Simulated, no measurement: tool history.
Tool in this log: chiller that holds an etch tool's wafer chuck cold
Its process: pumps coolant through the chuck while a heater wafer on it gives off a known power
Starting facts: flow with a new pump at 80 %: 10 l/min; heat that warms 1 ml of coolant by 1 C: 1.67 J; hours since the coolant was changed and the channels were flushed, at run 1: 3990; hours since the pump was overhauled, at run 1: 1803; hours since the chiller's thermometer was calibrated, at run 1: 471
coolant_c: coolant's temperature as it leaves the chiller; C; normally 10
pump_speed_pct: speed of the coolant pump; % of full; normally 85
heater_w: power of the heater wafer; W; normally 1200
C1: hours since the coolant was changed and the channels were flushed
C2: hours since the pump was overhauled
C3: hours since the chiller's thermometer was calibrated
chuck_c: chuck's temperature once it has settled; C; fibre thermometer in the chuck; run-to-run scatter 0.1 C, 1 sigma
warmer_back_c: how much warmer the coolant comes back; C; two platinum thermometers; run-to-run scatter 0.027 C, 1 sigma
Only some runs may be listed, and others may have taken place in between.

Run 1, hour 0.0: usual settings; C1 3990; C2 1803; C3 471. Result: chuck_c 20.4 C, warmer_back_c 4.15 C.
Run 2, hour 73.2: usual settings; C1 4063; C2 1876; C3 544. Result: chuck_c 20.2 C, warmer_back_c 4.17 C.
Run 3, hour 139.8: usual settings; C1 4130; C2 1942; C3 611. Result: chuck_c 20.3 C, warmer_back_c 4.21 C.
Run 4, hour 221.2: usual settings; C1 4211; C2 2024; C3 692. Result: chuck_c 20.3 C, warmer_back_c 4.14 C.
Run 5, hour 280.5: usual settings but coolant_c 9 C; C1 4271; C2 2083; C3 751. Result: chuck_c 19.2 C, warmer_back_c 4.23 C.
Run 6, hour 337.0: usual settings; C1 4327; C2 2140; C3 808. Result: chuck_c 20.5 C, warmer_back_c 4.17 C.
Run 7, hour 426.9: usual settings; C1 4417; C2 2230; C3 898. Result: chuck_c 20.5 C, warmer_back_c 4.26 C.
Run 8, hour 511.3: usual settings but coolant_c 15 C; C1 4501; C2 2314; C3 982. Result: chuck_c 25.5 C, warmer_back_c 4.18 C.
Run 9, hour 584.6: usual settings but heater_w 1350 W; C1 4575; C2 2387; C3 1056. Result: chuck_c 21.9 C, warmer_back_c 4.72 C.
Run 10, hour 673.6: usual settings; C1 4664; C2 2476; C3 1145. Result: chuck_c 20.4 C, warmer_back_c 4.22 C.
Run 11, hour 726.9: usual settings; C1 4717; C2 2529; C3 1198. Result: chuck_c 20.5 C, warmer_back_c 4.19 C.
Run 12, hour 770.9: usual settings; C1 4761; C2 2574; C3 1242. Result: chuck_c 20.6 C, warmer_back_c 4.22 C.
At hour 776.8: chiller's thermometer calibrated.
Run 13, hour 823.5: usual settings but pump_speed_pct 97 % of full, heater_w 785 W; C1 4812; C2 2625; C3 47. Result: chuck_c 16.0 C, warmer_back_c 2.45 C.
Run 14, hour 872.5: usual settings but pump_speed_pct 97 % of full, heater_w 785 W; C1 4862; C2 2674; C3 96. Result: chuck_c 16.2 C, warmer_back_c 2.47 C.
Run 15, hour 976.4: usual settings but pump_speed_pct 92 % of full, heater_w 1146 W; C1 4965; C2 2778; C3 200. Result: chuck_c 19.6 C, warmer_back_c 3.82 C.
At hour 1029.1: chiller's thermometer calibrated, once more.
Run 16, hour 1066.1: usual settings but coolant_c 7 C, heater_w 1646 W; C1 5054; C2 2867; C3 37. Result: chuck_c 22.2 C, warmer_back_c 5.80 C.
Run 17, hour 1144.0: usual settings but coolant_c 2 C, heater_w 893 W; C1 5132; C2 2945; C3 115. Result: chuck_c 10.1 C, warmer_back_c 3.17 C.
Run 18, hour 1196.9: usual settings but coolant_c 2 C, heater_w 893 W; C1 5185; C2 2998; C3 168. Result: chuck_c 10.1 C, warmer_back_c 3.16 C.
Run 19, hour 1255.5: usual settings but coolant_c 2 C, pump_speed_pct 74 % of full, heater_w 631 W; C1 5244; C2 3056; C3 226. Result: chuck_c 8.2 C, warmer_back_c 2.55 C.

Consider 5 possible next runs. They are alternatives, not a sequence: every one starts from the tool as it was left by run 19. What does each give?
Run A, hour 1301.5: usual settings but coolant_c 1 C, pump_speed_pct 86 % of full, heater_w 631 W; C1 5290; C2 3102; C3 272. Result: chuck_c ?, warmer_back_c ?.
Run B, hour 1301.5: usual settings but pump_speed_pct 66 % of full, heater_w 1004 W; C1 5290; C2 3102; C3 272. Result: chuck_c ?, warmer_back_c ?.
Run C, hour 1301.5: usual settings but coolant_c 8 C, pump_speed_pct 70 % of full; C1 5290; C2 3102; C3 272. Result: chuck_c ?, warmer_back_c ?.
Run D, hour 1301.5: usual settings but heater_w 673 W; C1 5290; C2 3102; C3 272. Result: chuck_c ?, warmer_back_c ?.
Run E, hour 1301.5: usual settings but coolant_c 8 C, pump_speed_pct 71 % of full, heater_w 669 W; C1 5290; C2 3102; C3 272. Result: chuck_c ?, warmer_back_c ?.

run  chuck_c  warmer_back_c
  A      6.6           2.24
  B     20.9           4.53
  C     20.6           5.15
  D     16.1           2.36
  E     14.7           2.83
Stripped of hidden state, with their random variation kept, the same runs would have yielded:
run  chuck_c  warmer_back_c
  A      5.6           2.13
  B     19.0           4.32
  C     18.4           4.91
  D     15.0           2.25
  E     13.5           2.69
